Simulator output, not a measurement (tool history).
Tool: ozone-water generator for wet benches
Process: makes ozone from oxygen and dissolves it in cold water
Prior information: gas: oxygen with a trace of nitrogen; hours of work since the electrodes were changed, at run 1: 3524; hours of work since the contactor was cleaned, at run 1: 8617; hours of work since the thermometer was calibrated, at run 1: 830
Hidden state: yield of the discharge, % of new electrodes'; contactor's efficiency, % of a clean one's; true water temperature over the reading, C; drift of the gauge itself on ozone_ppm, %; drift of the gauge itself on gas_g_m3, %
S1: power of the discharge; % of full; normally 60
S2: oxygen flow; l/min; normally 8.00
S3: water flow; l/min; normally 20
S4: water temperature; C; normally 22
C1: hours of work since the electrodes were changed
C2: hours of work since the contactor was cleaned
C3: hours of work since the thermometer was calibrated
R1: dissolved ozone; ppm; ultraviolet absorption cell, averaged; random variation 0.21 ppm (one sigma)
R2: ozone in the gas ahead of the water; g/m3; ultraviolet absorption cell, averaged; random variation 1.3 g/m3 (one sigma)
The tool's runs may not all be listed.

run 1 hour=0.0 | S1=60 S2=8.00 S3=20 S4=22 | C1=3524 C2=8617 C3=830 | R1=26.2 R2=221.4
run 2 hour=97.9 | S1=60 S2=8.00 S3=20 S4=22 | C1=3597 C2=8690 C3=903 | R1=26.4 R2=223.7
run 3 hour=240.5 | S1=60 S2=12.50 S3=20 S4=22 | C1=3703 C2=8797 C3=1009 | R1=24.8 R2=181.6
run 4 hour=416.1 | S1=60 S2=12.50 S3=20 S4=29 | C1=3834 C2=8928 C3=1140 | R1=20.9 R2=180.7
run 5 hour=547.1 | S1=60 S2=12.50 S3=20 S4=29 | C1=3931 C2=9025 C3=1238 | R1=20.8 R2=181.3
-- hour=747.8 contactor cleaned
run 6 hour=758.0 | S1=60 S2=12.50 S3=20 S4=29 | C1=4085 C2=8 C3=1392 | R1=23.0 R2=180.6
run 7 hour=855.0 | S1=60 S2=12.50 S3=20 S4=29 | C1=4158 C2=80 C3=1464 | R1=23.1 R2=180.0
run 8 hour=950.4 | S1=60 S2=12.50 S3=20 S4=29 | C1=4229 C2=151 C3=1535 | R1=23.4 R2=179.3
run 9 hour=1149.8 | S1=60 S2=8.00 S3=20 S4=14 | C1=4377 C2=300 C3=1684 | R1=32.3 R2=218.2
run 10 hour=1255.6 | S1=60 S2=8.00 S3=20 S4=14 | C1=4456 C2=378 C3=1763 | R1=32.0 R2=219.1
run 11 hour=1441.5 | S1=60 S2=10.14 S3=20 S4=22 | C1=4595 C2=517 C3=1901 | R1=27.2 R2=196.0
-- hour=1453.1 water thermometer calibrated
run 12 hour=1598.4 | S1=62 S2=10.14 S3=20 S4=22 | C1=4711 C2=633 C3=108 | R1=27.5 R2=196.5
run 13 hour=1756.3 | S1=62 S2=10.14 S3=20 S4=22 | C1=4829 C2=751 C3=226 | R1=27.7 R2=199.0
run 14 hour=1947.0 | S1=60 S2=8.00 S3=20 S4=22 | C1=4971 C2=893 C3=368 | R1=27.8 R2=218.0
-- hour=2043.4 water thermometer calibrated, once more
run 15 hour=2154.5 | S1=60 S2=8.00 S3=20 S4=22 | C1=5125 C2=1047 C3=83 | R1=27.6 R2=216.0
run 16 hour=2271.6 | S1=60 S2=8.00 S3=20 S4=22 | C1=5213 C2=1135 C3=170 | R1=27.3 R2=214.5
run 17 hour=2376.7 | S1=52 S2=4.59 S3=20 S4=20 | C1=5291 C2=1213 C3=248 | R1=26.1 R2=259.1
run 18 hour=2575.3 | S1=52 S2=4.59 S3=20 S4=20 | C1=5439 C2=1361 C3=396 | R1=26.1 R2=261.5
run 19 hour=2719.4 | S1=66 S2=8.00 S3=20 S4=29 | C1=5546 C2=1468 C3=504 | R1=24.9 R2=224.7
run 20 hour=2831.1 | S1=66 S2=8.00 S3=20 S4=29 | C1=5629 C2=1552 C3=587 | R1=24.6 R2=223.6
run 21 hour=3035.7 | S1=66 S2=8.00 S3=20 S4=29 | C1=5782 C2=1704 C3=739 | R1=24.4 R2=224.0
run 22 hour=3246.9 | S1=41 S2=8.00 S3=16 S4=22 | C1=5939 C2=1861 C3=897 | R1=26.0 R2=176.0
run 23 hour=3453.5 | S1=41 S2=8.00 S3=16 S4=22 | C1=6093 C2=2015 C3=1051 | R1=25.7 R2=175.8
run 24 hour=3662.5 | S1=60 S2=8.00 S3=31 S4=22 | C1=6249 C2=2171 C3=1207 | R1=18.7 R2=212.4
run 25 hour=3749.8 | S1=79 S2=4.08 S3=14 S4=20 | C1=6314 C2=2236 C3=1272 | R1=40.4 R2=327.9
run 26 hour=3952.1 | S1=79 S2=10.00 S3=22 S4=20 | C1=6465 C2=2387 C3=1422 | R1=29.0 R2=215.0
run 27 hour=4158.7 | S1=79 S2=10.00 S3=22 S4=20 | C1=6619 C2=2541 C3=1576 | R1=28.8 R2=215.4
run 28 hour=4275.6 | S1=71 S2=8.10 S3=20 S4=16 | C1=6706 C2=2628 C3=1663 | R1=31.6 R2=225.5
run 29 hour=4483.8 | S1=66 S2=8.00 S3=20 S4=22 | C1=6861 C2=2783 C3=1819 | R1=27.2 R2=216.0
run 30 hour=4636.4 | S1=66 S2=8.00 S3=20 S4=22 | C1=6975 C2=2897 C3=1932 | R1=27.4 R2=218.0
run 31 hour=4741.1 | S1=96 S2=8.00 S3=21 S4=21 | C1=7053 C2=2975 C3=2010 | R1=31.8 R2=257.4
run 32 hour=4885.5 | S1=78 S2=7.85 S3=21 S4=21 | C1=7160 C2=3083 C3=2118 | R1=28.4 R2=234.9

5 options for the next run, each taken on its own from the tool as it stands now. Forecast them:
run A hour=5015.2 | S1=60 S2=6.25 S3=20 S4=22 | C1=7257 C2=3179 C3=2214 | R1=? R2=?
run B hour=5015.2 | S1=73 S2=6.61 S3=21 S4=21 | C1=7257 C2=3179 C3=2214 | R1=? R2=?
run C hour=5015.2 | S1=60 S2=8.00 S3=22 S4=22 | C1=7257 C2=3179 C3=2214 | R1=? R2=?
run D hour=5015.2 | S1=78 S2=4.22 S3=12 S4=15 | C1=7257 C2=3179 C3=2214 | R1=? R2=?
run E hour=5015.2 | S1=78 S2=7.85 S3=21 S4=24 | C1=7257 C2=3179 C3=2214 | R1=? R2=?

run=A R1=25.7 R2=231.1
run=B R1=27.8 R2=247.3
run=C R1=23.9 R2=206.8
run=D R1=47.2 R2=313.0
run=E R1=27.2 R2=236.5
With no hidden state in the tool, these same runs would have given:
run=A R1=30.6 R2=266.1
run=B R1=33.6 R2=289.0
run=C R1=28.4 R2=238.2
run=D R1=56.7 R2=367.8
run=E R1=33.1 R2=277.9

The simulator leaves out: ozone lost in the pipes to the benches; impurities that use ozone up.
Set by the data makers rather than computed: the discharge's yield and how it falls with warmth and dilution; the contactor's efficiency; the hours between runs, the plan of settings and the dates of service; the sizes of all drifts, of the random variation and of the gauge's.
